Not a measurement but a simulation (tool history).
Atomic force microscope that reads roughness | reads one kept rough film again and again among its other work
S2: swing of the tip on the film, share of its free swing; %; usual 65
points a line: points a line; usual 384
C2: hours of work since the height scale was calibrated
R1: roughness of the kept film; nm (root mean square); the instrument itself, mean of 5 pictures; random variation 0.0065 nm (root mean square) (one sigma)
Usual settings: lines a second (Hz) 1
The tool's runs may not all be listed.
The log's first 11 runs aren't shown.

Run 12, hour 103.4: usual settings; pictures with this tip 26; C2 88. Result: R1 1.351 nm (root mean square).
Run 13, hour 111.9: usual settings but points a line 465; pictures with this tip 40; C2 94. Result: R1 1.34 nm (root mean square).
Run 14, hour 120: usual settings but points a line 465; pictures with this tip 53; C2 99. Result: R1 1.341 nm (root mean square).
Run 15, hour 130.8: usual settings but points a line 465; pictures with this tip 71; C2 107. Result: R1 1.33 nm (root mean square).
At hour 135.5: new tip fitted.
Run 16, hour 138.1: usual settings but points a line 465; pictures with this tip 4; C2 111. Result: R1 1.355 nm (root mean square).
Run 17, hour 146.9: usual settings but points a line 465; pictures with this tip 18; C2 117. Result: R1 1.349 nm (root mean square).
Run 18, hour 155.3: usual settings but points a line 465; pictures with this tip 32; C2 123. Result: R1 1.33 nm (root mean square).
Run 19, hour 164.5: usual settings but points a line 1008; pictures with this tip 47; C2 130. Result: R1 1.332 nm (root mean square).
Run 20, hour 170: usual settings but points a line 1008; pictures with this tip 56; C2 133. Result: R1 1.323 nm (root mean square).
Run 21, hour 175.2: usual settings but points a line 1008; pictures with this tip 64; C2 137. Result: R1 1.339 nm (root mean square).
Run 22, hour 180.7: usual settings but points a line 1008; pictures with this tip 73; C2 141. Result: R1 1.328 nm (root mean square).
At hour 184.5: new tip fitted.
Run 23, hour 190.6: usual settings but points a line 1008; pictures with this tip 10; C2 147. Result: R1 1.351 nm (root mean square).
Run 24, hour 200.4: usual settings but lines a second (Hz) 3.21, points a line 271; pictures with this tip 26; C2 154. Result: R1 1.243 nm (root mean square).
Run 25, hour 208.4: usual settings but points a line 300; pictures with this tip 39; C2 160. Result: R1 1.332 nm (root mean square).
Run 26, hour 217.5: usual settings but lines a second (Hz) 2.3, S2 61 %, points a line 985; pictures with this tip 54; C2 166. Result: R1 1.297 nm (root mean square).
Run 27, hour 227.5: usual settings but lines a second (Hz) 2.3, S2 61 %, points a line 985; pictures with this tip 70; C2 173. Result: R1 1.294 nm (root mean square).
At hour 232.9: new tip fitted.
Run 28, hour 238.2: usual settings but lines a second (Hz) 1.3, S2 86 %, points a line 985; pictures with this tip 9; C2 180. Result: R1 1.222 nm (root mean square).
Run 29, hour 248.1: usual settings but lines a second (Hz) 1.16, points a line 745; pictures with this tip 25; C2 187. Result: R1 1.337 nm (root mean square).
At hour 249.8: height scale calibrated on a step standard.
Run 30, hour 255.5: usual settings but lines a second (Hz) 1.88, S2 87 %, points a line 972; pictures with this tip 35; C2 4. Result: R1 1.136 nm (root mean square).
Run 31, hour 260.2: usual settings but lines a second (Hz) 1.88, S2 78 %, points a line 537; pictures with this tip 43; C2 7. Result: R1 1.206 nm (root mean square).
Run 32, hour 270.6: usual settings but lines a second (Hz) 1.01, S2 68 %, points a line 312; pictures with this tip 60; C2 14. Result: R1 1.322 nm (root mean square).
Run 33, hour 280.2: usual settings but lines a second (Hz) 1.01, S2 68 %, points a line 312; pictures with this tip 75; C2 21. Result: R1 1.317 nm (root mean square).
At hour 282.3: new tip fitted.
Run 34, hour 286.8: usual settings but lines a second (Hz) 3.56, S2 68 %, points a line 287; pictures with this tip 7; C2 25. Result: R1 1.201 nm (root mean square).
At hour 291.2: height scale calibrated on a step standard, once more.
Run 35, hour 293.7: usual settings but lines a second (Hz) 3.56, S2 68 %, points a line 287; pictures with this tip 17; C2 2. Result: R1 1.19 nm (root mean square).

Run 36 comes next. What will it give?
Run 36, hour 300.4: usual settings but lines a second (Hz) 3.56, S2 68 %, points a line 287; pictures with this tip 28; C2 6. Result: R1 ?.

{"run 36": {"R1": 1.204}}
Without the tool's hidden state the same run would have given R1 1.214 nm (root mean square).
